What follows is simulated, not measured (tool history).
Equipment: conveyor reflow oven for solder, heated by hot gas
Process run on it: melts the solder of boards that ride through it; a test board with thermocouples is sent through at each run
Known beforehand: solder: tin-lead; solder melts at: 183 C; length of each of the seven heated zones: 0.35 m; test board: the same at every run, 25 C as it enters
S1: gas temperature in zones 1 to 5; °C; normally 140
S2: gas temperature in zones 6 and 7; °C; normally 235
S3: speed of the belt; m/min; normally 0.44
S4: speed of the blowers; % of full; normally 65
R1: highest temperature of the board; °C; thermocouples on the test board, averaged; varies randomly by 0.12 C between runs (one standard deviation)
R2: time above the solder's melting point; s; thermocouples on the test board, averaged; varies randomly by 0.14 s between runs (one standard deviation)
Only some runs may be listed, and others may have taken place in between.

run	hour	S1	S2	S3	S4	R1	R2
1	0	140	235	0.44	65	212.3	65.7
2	15.4	140	235	0.44	65	212.5	65.7
3	32.4	140	235	0.44	65	212.4	65.7
4	55	140	244	0.44	65	219.6	73.5
5	66.3	140	245	0.44	65	220.6	74.1
# hour 71.5: belt drive overhauled, speed set with a stopwatch
6	80.6	140	245	0.44	65	220.7	74.4
7	100.6	140	235	0.44	65	212.2	65.3
# hour 110: flux residue cleaned out of gas plates and filters
# hour 121.8: belt drive overhauled, speed set with a stopwatch, once more
8	126.3	140	235	0.44	65	215.5	70
9	141.7	140	235	0.442	68	216.1	70.4
10	154.6	140	235	0.358	65	222	94.9
11	165.7	140	235	0.358	65	222	95.1

For run 12, what comes out?
12	179.1	140	247	0.44	85	?	?

R1: 231.6 °C
R2: 83.8 s
With no hidden state in the tool, this same run would have given R1 231.6 °C, R2 83.8 s.
